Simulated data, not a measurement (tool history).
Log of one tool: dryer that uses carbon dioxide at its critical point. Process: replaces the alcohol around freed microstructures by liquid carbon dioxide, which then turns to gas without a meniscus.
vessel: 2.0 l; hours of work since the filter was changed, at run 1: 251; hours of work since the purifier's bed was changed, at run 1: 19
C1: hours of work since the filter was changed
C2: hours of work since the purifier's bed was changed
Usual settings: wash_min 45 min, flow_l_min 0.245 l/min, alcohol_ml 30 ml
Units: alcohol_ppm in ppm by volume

Run 1, day 0: usual settings; C1 251; C2 19. Result: alcohol_ppm 256 ppm by volume.
Run 2, day 0.379: usual settings; C1 254; C2 22. Result: alcohol_ppm 247 ppm by volume.
Run 3, day 0.767: usual settings; C1 257; C2 25. Result: alcohol_ppm 257 ppm by volume.
Run 4, day 1.117: usual settings but wash_min 49 min; C1 260; C2 28. Result: alcohol_ppm 179 ppm by volume.
Run 5, day 1.667: usual settings but wash_min 49 min; C1 265; C2 33. Result: alcohol_ppm 174 ppm by volume.
Run 6, day 2.004: usual settings but wash_min 49 min; C1 268; C2 36. Result: alcohol_ppm 185 ppm by volume.
Run 7, day 2.329: usual settings but wash_min 49 min, flow_l_min 0.195 l/min; C1 271; C2 39. Result: alcohol_ppm 413 ppm by volume.
Run 8, day 2.792: usual settings but wash_min 47 min; C1 275; C2 43. Result: alcohol_ppm 232 ppm by volume.
Run 9, day 3.229: usual settings but wash_min 47 min; C1 279; C2 47. Result: alcohol_ppm 231 ppm by volume.
Run 10, day 3.758: usual settings but wash_min 47 min; C1 284; C2 52. Result: alcohol_ppm 228 ppm by volume.
Run 11, day 4.238: usual settings but wash_min 47 min; C1 288; C2 56. Result: alcohol_ppm 224 ppm by volume.
Run 12, day 4.508: usual settings but wash_min 47 min; C1 290; C2 58. Result: alcohol_ppm 231 ppm by volume.
Run 13, day 4.929: usual settings but wash_min 47 min, flow_l_min 0.232 l/min; C1 294; C2 62. Result: alcohol_ppm 283 ppm by volume.
Run 14, day 5.183: usual settings but wash_min 47 min, flow_l_min 0.232 l/min; C1 296; C2 64. Result: alcohol_ppm 288 ppm by volume.
Run 15, day 5.625: usual settings but wash_min 47 min, flow_l_min 0.232 l/min; C1 300; C2 68. Result: alcohol_ppm 290 ppm by volume.
Run 16, day 5.867: usual settings but wash_min 47 min, flow_l_min 0.232 l/min; C1 302; C2 70. Result: alcohol_ppm 286 ppm by volume.
Run 17, day 6.175: usual settings but wash_min 47 min, flow_l_min 0.232 l/min; C1 305; C2 73. Result: alcohol_ppm 282 ppm by volume.
Run 18, day 6.483: usual settings but wash_min 47 min, flow_l_min 0.232 l/min; C1 308; C2 76. Result: alcohol_ppm 311 ppm by volume.
Run 19, day 6.904: usual settings; C1 312; C2 80. Result: alcohol_ppm 284 ppm by volume.
Run 20, day 7.15: usual settings but wash_min 41 min, flow_l_min 0.226 l/min, alcohol_ml 97 ml; C1 314; C2 82. Result: alcohol_ppm 1601 ppm by volume.
Run 21, day 7.479: usual settings but wash_min 56 min, flow_l_min 0.22 l/min; C1 317; C2 85. Result: alcohol_ppm 184 ppm by volume.
Run 22, day 7.933: usual settings but wash_min 56 min, flow_l_min 0.22 l/min; C1 321; C2 89. Result: alcohol_ppm 193 ppm by volume.
Run 23, day 8.346: usual settings but wash_min 32 min, flow_l_min 0.314 l/min; C1 324; C2 92. Result: alcohol_ppm 432 ppm by volume.
Run 24, day 8.746: usual settings but wash_min 44 min, alcohol_ml 68 ml; C1 328; C2 96. Result: alcohol_ppm 705 ppm by volume.
Run 25, day 9.212: usual settings but flow_l_min 0.271 l/min, alcohol_ml 36 ml; C1 332; C2 100. Result: alcohol_ppm 249 ppm by volume.
Run 26, day 9.629: usual settings but wash_min 41 min, flow_l_min 0.315 l/min, alcohol_ml 52 ml; C1 336; C2 104. Result: alcohol_ppm 273 ppm by volume.
Run 27, day 9.95: usual settings but alcohol_ml 86 ml; C1 338; C2 106. Result: alcohol_ppm 812 ppm by volume.
Run 28, day 10.408: usual settings but wash_min 57 min, flow_l_min 0.183 l/min, alcohol_ml 63 ml; C1 342; C2 111. Result: alcohol_ppm 697 ppm by volume.
Run 29, day 10.679: usual settings but wash_min 57 min, flow_l_min 0.183 l/min, alcohol_ml 72 ml; C1 345; C2 113. Result: alcohol_ppm 804 ppm by volume.
Run 30, day 11.208: usual settings but wash_min 33 min, flow_l_min 0.222 l/min, alcohol_ml 72 ml; C1 350; C2 118. Result: alcohol_ppm 2471 ppm by volume.
Run 31, day 11.608: usual settings but wash_min 38 min, flow_l_min 0.184 l/min; C1 353; C2 121. Result: alcohol_ppm 1182 ppm by volume.
Run 32, day 11.883: usual settings but wash_min 38 min, flow_l_min 0.184 l/min; C1 355; C2 124. Result: alcohol_ppm 1168 ppm by volume.
Run 33, day 12.362: usual settings but wash_min 38 min, flow_l_min 0.184 l/min, alcohol_ml 46 ml; C1 360; C2 128. Result: alcohol_ppm 1811 ppm by volume.
Run 34, day 12.683: usual settings but flow_l_min 0.28 l/min, alcohol_ml 36 ml; C1 363; C2 131. Result: alcohol_ppm 228 ppm by volume.
Run 35, day 13.242: usual settings but flow_l_min 0.28 l/min, alcohol_ml 36 ml; C1 367; C2 136. Result: alcohol_ppm 239 ppm by volume.
Run 36, day 13.604: usual settings but flow_l_min 0.28 l/min, alcohol_ml 36 ml; C1 371; C2 139. Result: alcohol_ppm 231 ppm by volume.
Run 37, day 14.133: usual settings but wash_min 70 min, alcohol_ml 111 ml; C1 375; C2 143. Result: alcohol_ppm 161 ppm by volume.

Hidden state or all else? Some run-to-run changes of alcohol_ppm, split into what the settings, what came in and random variation would give without the hidden state, and what is left for the hidden state (with any gauge scatter that isn't in both results):
The hidden state here: flow that reaches the vessel past the clogged filter, %; alcohol in the recycled carbon dioxide, ppm; drift of the gauge itself on alcohol_ppm, %.
Run 19 -> 20: wash_min 45 -> 41, flow_l_min 0.245 -> 0.226, alcohol_ml 30 -> 97. alcohol_ppm +1317 ppm by volume: hidden state +416, all else +901.
Run 20 -> 21: wash_min 41 -> 56, flow_l_min 0.226 -> 0.22, alcohol_ml 97 -> 30. alcohol_ppm -1417 ppm by volume: hidden state -447, all else -970.
Run 29 -> 30: wash_min 57 -> 33, flow_l_min 0.183 -> 0.222. alcohol_ppm +1667 ppm by volume: hidden state +408, all else +1259.
Run 33 -> 34: wash_min 38 -> 45, flow_l_min 0.184 -> 0.28, alcohol_ml 46 -> 36. alcohol_ppm -1583 ppm by volume: hidden state -421, all else -1162.

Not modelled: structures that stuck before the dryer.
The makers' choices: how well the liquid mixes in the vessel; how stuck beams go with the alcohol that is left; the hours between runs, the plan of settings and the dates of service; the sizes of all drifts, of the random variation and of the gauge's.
